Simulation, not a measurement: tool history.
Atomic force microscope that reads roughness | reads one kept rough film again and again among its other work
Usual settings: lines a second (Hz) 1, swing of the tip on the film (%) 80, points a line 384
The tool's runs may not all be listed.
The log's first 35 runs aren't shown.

| run | hour | lines a second (Hz) | swing of the tip on the film (%) | points a line | roughness of the kept film (nm (root mean square)) |
|---|---|---|---|---|---|
| 36 | 1551.3 | 1 | 74 | 377 | 0.724 |
|  | 1589.2 | new tip fitted |
| 37 | 1589.2 | 3.52 | 78 | 453 | 0.598 |
| 38 | 1642.6 | 3.52 | 78 | 453 | 0.593 |
| 39 | 1670.3 | 3.52 | 78 | 337 | 0.59 |
| 40 | 1708.3 | 3.52 | 78 | 337 | 0.588 |
| 41 | 1742.9 | 3.52 | 67 | 685 | 0.655 |
|  | 1774.3 | new tip fitted |
| 42 | 1802.1 | 1.3 | 60 | 562 | 0.762 |
| 43 | 1830.3 | 1 | 80 | 274 | 0.712 |
| 44 | 1876.2 | 1 | 80 | 274 | 0.711 |
| 45 | 1923.7 | 2.91 | 67 | 419 | 0.678 |
|  | 1960 | new tip fitted |
| 46 | 1976.2 | 1.87 | 58 | 419 | 0.757 |
| 47 | 2016.3 | 3.99 | 76 | 597 | 0.595 |
| 48 | 2071.7 | 1 | 65 | 728 | 0.755 |
| 49 | 2120.8 | 1 | 65 | 728 | 0.744 |
|  | 2150.6 | new tip fitted |
| 50 | 2185.8 | 1 | 80 | 298 | 0.72 |
| 51 | 2218.9 | 1 | 80 | 298 | 0.714 |
| 52 | 2264.1 | 1.67 | 80 | 384 | 0.669 |

4 ways to go on from here, each from the tool as it stands after run 52. What would each give?
| A | 2329.2 | 3.56 | 62 | 295 | ? |
| B | 2329.2 | 2.1 | 64 | 610 | ? |
| C | 2329.2 | 0.66 | 63 | 387 | ? |
| D | 2329.2 | 3.56 | 55 | 626 | ? |

| run | roughness of the kept film (nm (root mean square)) |
|---|---|
| A | 0.68 |
| B | 0.719 |
| C | 0.754 |
| D | 0.72 |
Without the tool's hidden state the same runs would have given:
| run | roughness of the kept film (nm (root mean square)) |
|---|---|
| A | 0.693 |
| B | 0.732 |
| C | 0.768 |
| D | 0.733 |
